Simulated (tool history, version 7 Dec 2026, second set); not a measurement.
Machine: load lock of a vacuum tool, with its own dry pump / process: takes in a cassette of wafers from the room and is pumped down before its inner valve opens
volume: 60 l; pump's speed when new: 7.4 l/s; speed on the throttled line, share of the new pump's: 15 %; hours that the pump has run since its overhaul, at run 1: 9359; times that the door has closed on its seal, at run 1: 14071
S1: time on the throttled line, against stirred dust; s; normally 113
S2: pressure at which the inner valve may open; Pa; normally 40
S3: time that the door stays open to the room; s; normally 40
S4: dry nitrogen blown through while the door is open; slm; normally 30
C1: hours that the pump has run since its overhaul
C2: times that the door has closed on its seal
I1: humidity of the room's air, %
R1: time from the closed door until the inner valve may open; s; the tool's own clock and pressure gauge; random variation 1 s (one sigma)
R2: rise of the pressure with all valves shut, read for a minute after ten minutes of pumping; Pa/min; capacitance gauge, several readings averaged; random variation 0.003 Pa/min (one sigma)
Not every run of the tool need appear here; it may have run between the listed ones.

Run 1, hour 0.0: usual settings; C1 9359; C2 14071; I1 41.4. Result: R1 165.8 s, R2 0.090 Pa/min.
Run 2, hour 68.6: usual settings; C1 9427; C2 14324; I1 45.0. Result: R1 164.0 s, R2 0.093 Pa/min.
Run 3, hour 198.8: usual settings but S1 94 s; C1 9557; C2 14803; I1 43.3. Result: R1 150.7 s, R2 0.098 Pa/min.
Run 4, hour 306.5: usual settings but S1 94 s, S2 50 Pa; C1 9665; C2 15200; I1 47.0. Result: R1 147.0 s, R2 0.100 Pa/min.
Run 5, hour 414.9: usual settings but S3 34 s; C1 9774; C2 15600; I1 46.7. Result: R1 164.6 s, R2 0.108 Pa/min.
Run 6, hour 519.9: usual settings but S1 76 s; C1 9878; C2 15986; I1 47.3. Result: R1 135.7 s, R2 0.110 Pa/min.
Run 7, hour 639.3: usual settings but S1 77 s; C1 9998; C2 16426; I1 46.6. Result: R1 136.6 s, R2 0.120 Pa/min.
Run 8, hour 740.7: usual settings but S1 77 s; C1 10099; C2 16800; I1 47.9. Result: R1 136.3 s, R2 0.112 Pa/min.
Run 9, hour 868.0: usual settings but S1 106 s; C1 10227; C2 17269; I1 47.6. Result: R1 158.9 s, R2 0.128 Pa/min.
Run 10, hour 995.0: usual settings but S1 106 s; C1 10354; C2 17737; I1 46.5. Result: R1 159.9 s, R2 0.126 Pa/min.
Run 11, hour 1071.1: usual settings but S1 106 s; C1 10430; C2 18017; I1 45.3. Result: R1 160.5 s, R2 0.131 Pa/min.
Run 12, hour 1159.9: usual settings but S1 106 s; C1 10518; C2 18344; I1 44.2. Result: R1 160.1 s, R2 0.131 Pa/min.
Run 13, hour 1273.9: usual settings but S1 106 s, S4 14 slm; C1 10632; C2 18764; I1 48.1. Result: R1 160.5 s, R2 0.145 Pa/min.
Run 14, hour 1398.5: usual settings but S1 106 s, S4 14 slm; C1 10757; C2 19223; I1 45.1. Result: R1 161.4 s, R2 0.150 Pa/min.
Run 15, hour 1469.5: usual settings but S1 106 s, S4 14 slm; C1 10828; C2 19485; I1 47.0. Result: R1 159.6 s, R2 0.153 Pa/min.
Run 16, hour 1540.8: usual settings but S1 106 s, S4 14 slm; C1 10899; C2 19748; I1 45.2. Result: R1 160.2 s, R2 0.150 Pa/min.
Run 17, hour 1667.2: usual settings but S1 106 s, S3 138 s, S4 33 slm; C1 11026; C2 20214; I1 47.5. Result: R1 160.4 s, R2 0.164 Pa/min.
Run 18, hour 1798.5: usual settings but S1 78 s, S2 60 Pa, S3 27 s, S4 25 slm; C1 11157; C2 20697; I1 45.0. Result: R1 135.3 s, R2 0.153 Pa/min.
Run 19, hour 1901.3: usual settings but S2 38 Pa, S3 165 s, S4 6 slm; C1 11260; C2 21076; I1 42.2. Result: R1 166.4 s, R2 0.212 Pa/min.
Run 20, hour 1991.8: usual settings but S1 66 s, S2 46 Pa; C1 11350; C2 21409; I1 42.6. Result: R1 127.7 s, R2 0.161 Pa/min.
Run 21, hour 2062.6: usual settings but S1 222 s, S3 51 s; C1 11421; C2 21670; I1 42.4. Result: R1 256.6 s, R2 0.170 Pa/min.
Run 22, hour 2141.7: usual settings but S1 222 s, S3 51 s; C1 11500; C2 21961; I1 47.6. Result: R1 256.1 s, R2 0.174 Pa/min.
Run 23, hour 2218.0: usual settings but S1 123 s, S2 43 Pa, S3 95 s, S4 8 slm; C1 11577; C2 22243; I1 43.0. Result: R1 175.4 s, R2 0.205 Pa/min.
Run 24, hour 2293.1: usual settings but S3 86 s; C1 11652; C2 22519; I1 44.3. Result: R1 167.4 s, R2 0.182 Pa/min.
Run 25, hour 2376.9: usual settings but S3 86 s; C1 11736; C2 22828; I1 42.7. Result: R1 166.0 s, R2 0.183 Pa/min.
Run 26, hour 2444.1: usual settings but S1 107 s, S3 31 s, S4 4 slm; C1 11803; C2 23076; I1 45.7. Result: R1 162.8 s, R2 0.188 Pa/min.
Run 27, hour 2538.8: usual settings but S3 103 s, S4 6 slm; C1 11897; C2 23425; I1 46.0. Result: R1 167.6 s, R2 0.227 Pa/min.
Run 28, hour 2660.7: usual settings but S2 37 Pa, S3 166 s; C1 12019; C2 23874; I1 45.8. Result: R1 168.3 s, R2 0.206 Pa/min.
Run 29, hour 2722.9: usual settings but S3 56 s, S4 12 slm; C1 12081; C2 24103; I1 46.0. Result: R1 166.9 s, R2 0.202 Pa/min.
Run 30, hour 2846.1: usual settings but S2 69 Pa; C1 12205; C2 24557; I1 47.1. Result: R1 162.0 s, R2 0.198 Pa/min.
Run 31, hour 2990.3: usual settings but S1 197 s, S2 29 Pa, S3 133 s, S4 4 slm; C1 12349; C2 25088; I1 47.2. Result: R1 242.2 s, R2 0.254 Pa/min.
Run 32, hour 3079.7: usual settings but S2 33 Pa, S3 119 s; C1 12438; C2 25417; I1 48.8. Result: R1 171.5 s, R2 0.216 Pa/min.

5 ways to go on from here, each from the tool as it stands after run 32. What would each give?
Run A, hour 3146.4: usual settings but S4 4 slm; C1 12505; C2 25663; I1 47.6. Result: R1 ?, R2 ?.
Run B, hour 3146.4: usual settings but S2 38 Pa; C1 12505; C2 25663; I1 44.7. Result: R1 ?, R2 ?.
Run C, hour 3146.4: usual settings but S2 69 Pa, S3 155 s, S4 4 slm; C1 12505; C2 25663; I1 42.9. Result: R1 ?, R2 ?.
Run D, hour 3146.4: usual settings but S1 126 s, S2 30 Pa, S3 119 s, S4 12 slm; C1 12505; C2 25663; I1 44.2. Result: R1 ?, R2 ?.
Run E, hour 3146.4: usual settings but S1 211 s, S2 33 Pa, S3 119 s; C1 12505; C2 25663; I1 43.5. Result: R1 ?, R2 ?.

run     R1     R2
  A  168.4  0.234
  B  169.4  0.210
  C  162.1  0.261
  D  182.6  0.235
  E  250.7  0.226
With no hidden state in the tool, these same runs would have given:
run     R1     R2
  A  160.3  0.035
  B  161.2  0.013
  C  154.7  0.067
  D  174.2  0.038
  E  244.7  0.029

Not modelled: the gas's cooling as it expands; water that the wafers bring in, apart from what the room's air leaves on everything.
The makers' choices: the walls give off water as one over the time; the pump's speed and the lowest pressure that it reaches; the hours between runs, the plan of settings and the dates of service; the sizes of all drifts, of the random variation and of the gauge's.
